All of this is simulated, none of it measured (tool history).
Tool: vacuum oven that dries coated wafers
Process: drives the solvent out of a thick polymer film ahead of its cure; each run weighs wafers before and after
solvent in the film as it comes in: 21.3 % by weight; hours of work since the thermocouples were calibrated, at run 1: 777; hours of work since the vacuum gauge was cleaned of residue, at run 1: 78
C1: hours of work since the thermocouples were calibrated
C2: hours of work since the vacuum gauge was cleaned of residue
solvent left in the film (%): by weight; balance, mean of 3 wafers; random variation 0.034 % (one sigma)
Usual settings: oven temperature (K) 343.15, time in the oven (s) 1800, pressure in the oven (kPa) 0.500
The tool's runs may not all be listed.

run 1 hour=0.0 | oven_temperature_(K)=343.15 time_in_the_oven_(s)=1800 pressure_in_the_oven_(kPa)=0.500 | C1=777 C2=78 | solvent_left_in_the_film_(%)=1.95
run 2 hour=8.4 | oven_temperature_(K)=343.15 time_in_the_oven_(s)=1800 pressure_in_the_oven_(kPa)=0.500 | C1=782 C2=83 | solvent_left_in_the_film_(%)=1.94
run 3 hour=16.8 | oven_temperature_(K)=343.15 time_in_the_oven_(s)=1800 pressure_in_the_oven_(kPa)=0.500 | C1=787 C2=88 | solvent_left_in_the_film_(%)=1.99
run 4 hour=26.0 | oven_temperature_(K)=343.15 time_in_the_oven_(s)=1800 pressure_in_the_oven_(kPa)=0.500 | C1=793 C2=93 | solvent_left_in_the_film_(%)=2.03
run 5 hour=39.0 | oven_temperature_(K)=343.15 time_in_the_oven_(s)=1140 pressure_in_the_oven_(kPa)=0.500 | C1=800 C2=101 | solvent_left_in_the_film_(%)=4.32
run 6 hour=52.6 | oven_temperature_(K)=343.15 time_in_the_oven_(s)=1140 pressure_in_the_oven_(kPa)=0.500 | C1=809 C2=109 | solvent_left_in_the_film_(%)=4.22
run 7 hour=62.9 | oven_temperature_(K)=343.15 time_in_the_oven_(s)=1140 pressure_in_the_oven_(kPa)=0.500 | C1=815 C2=115 | solvent_left_in_the_film_(%)=4.26
run 8 hour=73.4 | oven_temperature_(K)=335.15 time_in_the_oven_(s)=1140 pressure_in_the_oven_(kPa)=0.514 | C1=821 C2=122 | solvent_left_in_the_film_(%)=7.92
run 9 hour=86.6 | oven_temperature_(K)=335.15 time_in_the_oven_(s)=1140 pressure_in_the_oven_(kPa)=0.514 | C1=829 C2=129 | solvent_left_in_the_film_(%)=7.72
run 10 hour=93.0 | oven_temperature_(K)=335.15 time_in_the_oven_(s)=1140 pressure_in_the_oven_(kPa)=0.514 | C1=833 C2=133 | solvent_left_in_the_film_(%)=7.93

Forecast each of these 5 alternatives for the next run:
run A hour=107.0 | oven_temperature_(K)=346.15 time_in_the_oven_(s)=1800 pressure_in_the_oven_(kPa)=0.400 | C1=841 C2=142 | solvent_left_in_the_film_(%)=?
run B hour=107.0 | oven_temperature_(K)=342.15 time_in_the_oven_(s)=1260 pressure_in_the_oven_(kPa)=1.921 | C1=841 C2=142 | solvent_left_in_the_film_(%)=?
run C hour=107.0 | oven_temperature_(K)=338.15 time_in_the_oven_(s)=1140 pressure_in_the_oven_(kPa)=0.514 | C1=841 C2=142 | solvent_left_in_the_film_(%)=?
run D hour=107.0 | oven_temperature_(K)=341.15 time_in_the_oven_(s)=1020 pressure_in_the_oven_(kPa)=0.514 | C1=841 C2=142 | solvent_left_in_the_film_(%)=?
run E hour=107.0 | oven_temperature_(K)=345.15 time_in_the_oven_(s)=2100 pressure_in_the_oven_(kPa)=0.295 | C1=841 C2=142 | solvent_left_in_the_film_(%)=?

run=A solvent_left_in_the_film_(%)=1.23
run=B solvent_left_in_the_film_(%)=4.49
run=C solvent_left_in_the_film_(%)=6.44
run=D solvent_left_in_the_film_(%)=5.87
run=E solvent_left_in_the_film_(%)=0.92
Without the tool's hidden state the same runs would have given:
run=A solvent_left_in_the_film_(%)=1.23
run=B solvent_left_in_the_film_(%)=4.51
run=C solvent_left_in_the_film_(%)=6.45
run=D solvent_left_in_the_film_(%)=5.88
run=E solvent_left_in_the_film_(%)=0.93

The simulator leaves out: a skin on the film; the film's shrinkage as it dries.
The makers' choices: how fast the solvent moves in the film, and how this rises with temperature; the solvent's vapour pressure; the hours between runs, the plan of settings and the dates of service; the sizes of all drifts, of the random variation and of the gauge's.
